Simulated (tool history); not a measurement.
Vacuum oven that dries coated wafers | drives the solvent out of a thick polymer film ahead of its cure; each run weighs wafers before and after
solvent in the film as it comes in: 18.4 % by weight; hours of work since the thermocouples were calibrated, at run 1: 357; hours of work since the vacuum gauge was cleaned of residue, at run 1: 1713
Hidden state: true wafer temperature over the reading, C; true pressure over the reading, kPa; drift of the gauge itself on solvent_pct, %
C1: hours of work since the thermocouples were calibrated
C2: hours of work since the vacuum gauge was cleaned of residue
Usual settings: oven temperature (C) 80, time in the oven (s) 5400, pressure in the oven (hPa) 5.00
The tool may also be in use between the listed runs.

Run 1, day 0.000: usual settings; C1 357; C2 1713. Result: solvent left in the film (%) 2.07.
Run 2, day 3.350: usual settings; C1 419; C2 1775. Result: solvent left in the film (%) 2.13.
Run 3, day 5.908: usual settings; C1 467; C2 1822. Result: solvent left in the film (%) 2.15.
Run 4, day 8.792: usual settings but oven temperature (C) 81; C1 520; C2 1876. Result: solvent left in the film (%) 1.92.
Run 5, day 11.492: usual settings but oven temperature (C) 81; C1 570; C2 1926. Result: solvent left in the film (%) 1.94.
Run 6, day 13.862: usual settings but oven temperature (C) 81; C1 614; C2 1970. Result: solvent left in the film (%) 1.99.
Run 7, day 16.504: usual settings but oven temperature (C) 81; C1 663; C2 2019. Result: solvent left in the film (%) 1.93.
Run 8, day 18.296: usual settings but oven temperature (C) 81, time in the oven (s) 7740; C1 697; C2 2052. Result: solvent left in the film (%) 0.94.
At day 18.767: oven's thermocouples calibrated.
Run 9, day 21.167: usual settings but oven temperature (C) 65; C1 45; C2 2104. Result: solvent left in the film (%) 6.03.
Run 10, day 25.079: usual settings but oven temperature (C) 65; C1 117; C2 2177. Result: solvent left in the film (%) 6.03.
Run 11, day 29.000: usual settings but pressure in the oven (hPa) 9.00; C1 190; C2 2250. Result: solvent left in the film (%) 2.37.
Run 12, day 32.671: usual settings but pressure in the oven (hPa) 9.00; C1 258; C2 2318. Result: solvent left in the film (%) 2.37.
Run 13, day 34.400: usual settings but oven temperature (C) 90, pressure in the oven (hPa) 2.55; C1 290; C2 2350. Result: solvent left in the film (%) 0.64.
Run 14, day 38.150: usual settings but oven temperature (C) 94, time in the oven (s) 3300, pressure in the oven (hPa) 2.55; C1 360; C2 2420. Result: solvent left in the film (%) 1.33.
Run 15, day 42.346: usual settings but oven temperature (C) 87; C1 438; C2 2497. Result: solvent left in the film (%) 1.06.
Run 16, day 45.083: usual settings but oven temperature (C) 74, time in the oven (s) 7320, pressure in the oven (hPa) 8.73; C1 489; C2 2548. Result: solvent left in the film (%) 2.50.
Run 17, day 48.183: usual settings but oven temperature (C) 74, time in the oven (s) 7320, pressure in the oven (hPa) 8.73; C1 546; C2 2606. Result: solvent left in the film (%) 2.52.
Run 18, day 52.292: usual settings but oven temperature (C) 74, time in the oven (s) 7320, pressure in the oven (hPa) 8.73; C1 623; C2 2682. Result: solvent left in the film (%) 2.53.
Run 19, day 54.929: usual settings but oven temperature (C) 74, time in the oven (s) 7320, pressure in the oven (hPa) 8.73; C1 672; C2 2731. Result: solvent left in the film (%) 2.50.
At day 56.633: oven's thermocouples calibrated.
Run 20, day 58.138: usual settings but oven temperature (C) 74, time in the oven (s) 7320, pressure in the oven (hPa) 8.73; C1 28; C2 2789. Result: solvent left in the film (%) 2.49.
Run 21, day 62.238: usual settings but oven temperature (C) 87, time in the oven (s) 3000, pressure in the oven (hPa) 6.85; C1 104; C2 2865. Result: solvent left in the film (%) 3.27.
Run 22, day 63.938: usual settings but time in the oven (s) 3000, pressure in the oven (hPa) 18.77; C1 136; C2 2897. Result: solvent left in the film (%) 5.67.
Run 23, day 67.512: usual settings but oven temperature (C) 75, time in the oven (s) 3660, pressure in the oven (hPa) 17.62; C1 202; C2 2963. Result: solvent left in the film (%) 6.00.
Run 24, day 70.533: usual settings but oven temperature (C) 95, time in the oven (s) 6540, pressure in the oven (hPa) 5.55; C1 258; C2 3019. Result: solvent left in the film (%) 0.30.

4 ways to go on from here, each from the tool as it stands after run 24. What would each give?
At day 71.792: vacuum gauge cleaned of residue and calibrated.
Run A, day 73.596: usual settings but oven temperature (C) 95, time in the oven (s) 2820, pressure in the oven (hPa) 6.22; C1 314; C2 34. Result: solvent left in the film (%) ?.
At day 71.792: vacuum gauge cleaned of residue and calibrated.
Run B, day 73.596: usual settings but time in the oven (s) 6360, pressure in the oven (hPa) 11.61; C1 314; C2 34. Result: solvent left in the film (%) ?.
At day 71.792: vacuum gauge cleaned of residue and calibrated.
Run C, day 73.596: usual settings but oven temperature (C) 91, time in the oven (s) 4260, pressure in the oven (hPa) 13.20; C1 314; C2 34. Result: solvent left in the film (%) ?.
At day 71.792: vacuum gauge cleaned of residue and calibrated.
Run D, day 73.596: usual settings but oven temperature (C) 95, time in the oven (s) 6540, pressure in the oven (hPa) 3.83; C1 314; C2 34. Result: solvent left in the film (%) ?.

run  solvent left in the film (%)
  A                          1.84
  B                          2.01
  C                          1.52
  D                          0.25
Without the tool's hidden state the same runs would have given:
run  solvent left in the film (%)
  A                          1.83
  B                          2.00
  C                          1.51
  D                          0.25
